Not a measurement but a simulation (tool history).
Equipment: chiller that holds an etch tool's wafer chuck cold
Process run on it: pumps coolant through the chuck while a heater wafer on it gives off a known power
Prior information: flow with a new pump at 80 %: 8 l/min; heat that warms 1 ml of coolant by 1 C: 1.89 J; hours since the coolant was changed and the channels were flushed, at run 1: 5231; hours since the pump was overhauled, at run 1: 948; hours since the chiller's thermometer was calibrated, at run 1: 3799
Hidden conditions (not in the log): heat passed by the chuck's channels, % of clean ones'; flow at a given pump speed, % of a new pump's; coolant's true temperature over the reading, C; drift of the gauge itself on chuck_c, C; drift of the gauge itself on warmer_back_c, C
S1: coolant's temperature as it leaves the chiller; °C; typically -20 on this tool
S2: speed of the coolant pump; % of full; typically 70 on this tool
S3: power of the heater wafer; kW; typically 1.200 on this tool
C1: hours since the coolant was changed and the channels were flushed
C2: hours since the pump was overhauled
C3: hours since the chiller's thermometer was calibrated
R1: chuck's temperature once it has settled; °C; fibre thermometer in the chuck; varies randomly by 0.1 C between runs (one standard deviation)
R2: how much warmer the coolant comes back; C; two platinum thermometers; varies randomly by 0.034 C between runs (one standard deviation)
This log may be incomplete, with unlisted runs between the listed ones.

{"run": 1, "hour": 0.0, "S1": -20, "S2": 70, "S3": 1.2, "C1": 5231, "C2": 948, "C3": 3799, "R1": -2.4, "R2": 5.44}
{"run": 2, "hour": 77.3, "S1": -20, "S2": 70, "S3": 1.2, "C1": 5308, "C2": 1026, "C3": 3876, "R1": -2.2, "R2": 5.43}
{"run": 3, "hour": 168.0, "S1": -20, "S2": 70, "S3": 1.2, "C1": 5399, "C2": 1116, "C3": 3967, "R1": -2.3, "R2": 5.47}
{"run": 4, "hour": 261.4, "S1": -12, "S2": 70, "S3": 1.2, "C1": 5492, "C2": 1210, "C3": 4061, "R1": 5.6, "R2": 5.39}
{"run": 5, "hour": 352.9, "S1": -12, "S2": 70, "S3": 1.2, "C1": 5584, "C2": 1301, "C3": 4152, "R1": 5.9, "R2": 5.48}
{"run": 6, "hour": 420.7, "S1": -20, "S2": 70, "S3": 1.2, "C1": 5651, "C2": 1369, "C3": 4220, "R1": -2.1, "R2": 5.52}
{"run": 7, "hour": 486.3, "S1": -20, "S2": 70, "S3": 0.87, "C1": 5717, "C2": 1435, "C3": 4285, "R1": -7.2, "R2": 3.94}
{"run": 8, "hour": 539.3, "S1": -20, "S2": 70, "S3": 0.87, "C1": 5770, "C2": 1488, "C3": 4338, "R1": -7.0, "R2": 4.06}
{"run": 9, "hour": 588.5, "S1": -20, "S2": 70, "S3": 0.87, "C1": 5819, "C2": 1537, "C3": 4388, "R1": -7.0, "R2": 3.94}
{"run": 10, "hour": 634.6, "S1": -20, "S2": 70, "S3": 0.87, "C1": 5865, "C2": 1583, "C3": 4434, "R1": -7.2, "R2": 4.03}
{"run": 11, "hour": 713.0, "S1": -20, "S2": 70, "S3": 0.87, "C1": 5944, "C2": 1661, "C3": 4512, "R1": -7.0, "R2": 3.99}
{"run": 12, "hour": 771.0, "S1": -20, "S2": 70, "S3": 0.87, "C1": 6002, "C2": 1719, "C3": 4570, "R1": -7.3, "R2": 4.02}
{"run": 13, "hour": 835.7, "S1": -20, "S2": 70, "S3": 0.87, "C1": 6067, "C2": 1784, "C3": 4635, "R1": -7.2, "R2": 3.97}
{"hour": 887.4, "done": "chiller's thermometer calibrated"}
{"run": 14, "hour": 922.3, "S1": -20, "S2": 70, "S3": 0.87, "C1": 6152, "C2": 1870, "C3": 35, "R1": -6.4, "R2": 3.97}
{"run": 15, "hour": 1014.0, "S1": -13, "S2": 85, "S3": 1.2, "C1": 6244, "C2": 1961, "C3": 127, "R1": 2.9, "R2": 4.6}
{"run": 16, "hour": 1099.9, "S1": -18, "S2": 64, "S3": 1.671, "C1": 6330, "C2": 2047, "C3": 213, "R1": 9.9, "R2": 8.36}
{"run": 17, "hour": 1170.8, "S1": -18, "S2": 64, "S3": 1.671, "C1": 6401, "C2": 2118, "C3": 283, "R1": 9.9, "R2": 8.42}
{"run": 18, "hour": 1218.0, "S1": -14, "S2": 74, "S3": 0.636, "C1": 6448, "C2": 2165, "C3": 331, "R1": -4.7, "R2": 2.78}
{"run": 19, "hour": 1258.8, "S1": -11, "S2": 61, "S3": 0.682, "C1": 6489, "C2": 2206, "C3": 371, "R1": 0.9, "R2": 3.54}
{"run": 20, "hour": 1299.1, "S1": -11, "S2": 61, "S3": 0.682, "C1": 6529, "C2": 2247, "C3": 412, "R1": 0.7, "R2": 3.59}
{"run": 21, "hour": 1349.7, "S1": -11, "S2": 61, "S3": 0.682, "C1": 6579, "C2": 2297, "C3": 462, "R1": 0.9, "R2": 3.52}
{"run": 22, "hour": 1427.7, "S1": -11, "S2": 61, "S3": 0.682, "C1": 6658, "C2": 2375, "C3": 540, "R1": 0.8, "R2": 3.63}
{"run": 23, "hour": 1467.5, "S1": -11, "S2": 77, "S3": 0.808, "C1": 6697, "C2": 2415, "C3": 580, "R1": 0.6, "R2": 3.41}
{"run": 24, "hour": 1548.1, "S1": -28, "S2": 98, "S3": 0.703, "C1": 6778, "C2": 2495, "C3": 661, "R1": -19.6, "R2": 2.37}
{"run": 25, "hour": 1594.6, "S1": -28, "S2": 98, "S3": 0.703, "C1": 6824, "C2": 2542, "C3": 707, "R1": -19.6, "R2": 2.33}
{"run": 26, "hour": 1644.1, "S1": -22, "S2": 84, "S3": 1.425, "C1": 6874, "C2": 2592, "C3": 757, "R1": -3.0, "R2": 5.54}
{"run": 27, "hour": 1709.2, "S1": -22, "S2": 79, "S3": 1.09, "C1": 6939, "C2": 2657, "C3": 822, "R1": -6.6, "R2": 4.44}

What if the next run were any one of these 5? Each begins from the tool's condition after run 27:
{"run": "A", "hour": 1772.6, "S1": -22, "S2": 80, "S3": 1.645, "C1": 7002, "C2": 2720, "C3": 885, "R1": "?", "R2": "?"}
{"run": "B", "hour": 1772.6, "S1": -22, "S2": 99, "S3": 1.09, "C1": 7002, "C2": 2720, "C3": 885, "R1": "?", "R2": "?"}
{"run": "C", "hour": 1772.6, "S1": -19, "S2": 88, "S3": 1.09, "C1": 7002, "C2": 2720, "C3": 885, "R1": "?", "R2": "?"}
{"run": "D", "hour": 1772.6, "S1": -20, "S2": 62, "S3": 1.2, "C1": 7002, "C2": 2720, "C3": 885, "R1": "?", "R2": "?"}
{"run": "E", "hour": 1772.6, "S1": -10, "S2": 70, "S3": 1.2, "C1": 7002, "C2": 2720, "C3": 885, "R1": "?", "R2": "?"}

run=A R1=1.3 R2=6.62
run=B R1=-9.2 R2=3.54
run=C R1=-4.9 R2=4.00
run=D R1=0.4 R2=6.20
run=E R1=8.6 R2=5.52
With no hidden state in the tool, these same runs would have given:
run=A R1=-1.3 R2=6.52
run=B R1=-10.6 R2=3.49
run=C R1=-6.4 R2=3.94
run=D R1=-1.9 R2=6.10
run=E R1=6.5 R2=5.43
